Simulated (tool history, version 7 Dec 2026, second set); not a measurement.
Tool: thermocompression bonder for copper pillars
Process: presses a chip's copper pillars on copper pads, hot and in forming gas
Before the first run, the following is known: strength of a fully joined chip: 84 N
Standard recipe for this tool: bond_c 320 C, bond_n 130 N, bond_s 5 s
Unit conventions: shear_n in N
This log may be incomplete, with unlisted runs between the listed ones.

Run 1, day 0: usual settings. Result: shear_n 51.9 N.
Run 2, day 0.371: usual settings. Result: shear_n 51.8 N.
Run 3, day 0.633: usual settings. Result: shear_n 51.1 N.
Run 4, day 0.996: usual settings. Result: shear_n 51.5 N.
Run 5, day 1.238: usual settings. Result: shear_n 51.2 N.
Run 6, day 1.558: usual settings. Result: shear_n 51.8 N.
Run 7, day 1.992: usual settings. Result: shear_n 51.4 N.
Run 8, day 2.404: usual settings. Result: shear_n 51.3 N.
Run 9, day 2.833: usual settings. Result: shear_n 51.4 N.
Run 10, day 3.179: usual settings but bond_n 128 N. Result: shear_n 50.7 N.
Run 11, day 3.583: usual settings but bond_n 128 N. Result: shear_n 51 N.
Run 12, day 3.967: usual settings. Result: shear_n 51.7 N.
Run 13, day 4.246: usual settings but bond_n 139 N. Result: shear_n 53.9 N.
Run 14, day 4.688: usual settings but bond_n 139 N. Result: shear_n 54.2 N.
Run 15, day 5.021: usual settings but bond_n 139 N. Result: shear_n 53.8 N.
Run 16, day 5.462: usual settings. Result: shear_n 51.2 N.
Run 17, day 5.796: usual settings but bond_s 13 s. Result: shear_n 64.2 N.
Run 18, day 6.033: usual settings but bond_n 124 N. Result: shear_n 48.7 N.
Run 19, day 6.267: usual settings but bond_n 124 N. Result: shear_n 49.2 N.
Run 20, day 6.717: usual settings but bond_n 124 N. Result: shear_n 48.4 N.
At day 6.804: force cell calibrated.
Run 21, day 7.008: usual settings but bond_c 298 C, bond_n 87 N, bond_s 3 s. Result: shear_n 22 N.
Run 22, day 7.192: usual settings but bond_c 298 C, bond_n 181 N, bond_s 14 s. Result: shear_n 70.4 N.
Run 23, day 7.642: usual settings but bond_c 298 C, bond_n 181 N, bond_s 14 s. Result: shear_n 70.8 N.
Run 24, day 7.975: usual settings but bond_c 298 C, bond_n 181 N, bond_s 6 s. Result: shear_n 59.7 N.
Run 25, day 8.283: usual settings but bond_c 298 C, bond_n 115 N, bond_s 8 s. Result: shear_n 43.9 N.
At day 8.642: force cell calibrated, once more.
Run 26, day 8.642: usual settings but bond_c 298 C, bond_n 115 N, bond_s 8 s. Result: shear_n 47.5 N.
Run 27, day 8.908: usual settings but bond_n 107 N, bond_s 4 s. Result: shear_n 41.9 N.
Run 28, day 9.129: usual settings but bond_n 107 N, bond_s 4 s. Result: shear_n 42.3 N.
Run 29, day 9.442: usual settings but bond_c 328 C, bond_n 181 N, bond_s 3 s. Result: shear_n 62.7 N.
Run 30, day 9.742: usual settings but bond_c 291 C, bond_n 184 N. Result: shear_n 58 N.
Run 31, day 9.988: usual settings but bond_c 291 C, bond_n 184 N. Result: shear_n 58.2 N.
Run 32, day 10.329: usual settings but bond_c 291 C, bond_n 184 N. Result: shear_n 58 N.
Run 33, day 10.675: usual settings but bond_c 345 C, bond_n 184 N, bond_s 10 s. Result: shear_n 78.5 N.
Run 34, day 10.896: usual settings but bond_c 345 C, bond_n 184 N, bond_s 10 s. Result: shear_n 77.7 N.
Run 35, day 11.204: usual settings but bond_c 326 C, bond_n 143 N. Result: shear_n 59.7 N.
Run 36, day 11.496: usual settings but bond_n 121 N. Result: shear_n 50.2 N.
Run 37, day 11.917: usual settings but bond_n 102 N. Result: shear_n 42.7 N.
Run 38, day 12.304: usual settings but bond_c 317 C, bond_n 143 N, bond_s 11 s. Result: shear_n 67.4 N.
Run 39, day 12.596: usual settings but bond_c 306 C, bond_n 145 N. Result: shear_n 53 N.

How would selected steps in shear_n from run to run divide? Give the signed amount a tool lacking its hidden state would still show from settings, what came in and random variation, and the signed amount left for the hidden state, including any gauge scatter that is not in both of the compared results.
The hidden state here: true temperature of the bond over the reading, C; force that reaches the chip, % of what is set; oxide that the forming gas leaves, % of the face; drift of the gauge itself on shear_n, %.
Run 20 -> 21: bond_c 320 -> 298, bond_n 124 -> 87, bond_s 5 -> 3, force cell calibrated. shear_n -26.4 N: hidden state +1.4, all else -27.8.
Run 21 -> 22: bond_n 87 -> 181, bond_s 3 -> 14. shear_n +48.4 N: hidden state -1.5, all else +49.9.
Run 25 -> 26: force cell calibrated, once more. shear_n +3.6 N: hidden state +3.6, all else +0.
Run 37 -> 38: bond_c 320 -> 317, bond_n 102 -> 143, bond_s 5 -> 11. shear_n +24.7 N: hidden state -1.2, all else +25.9.
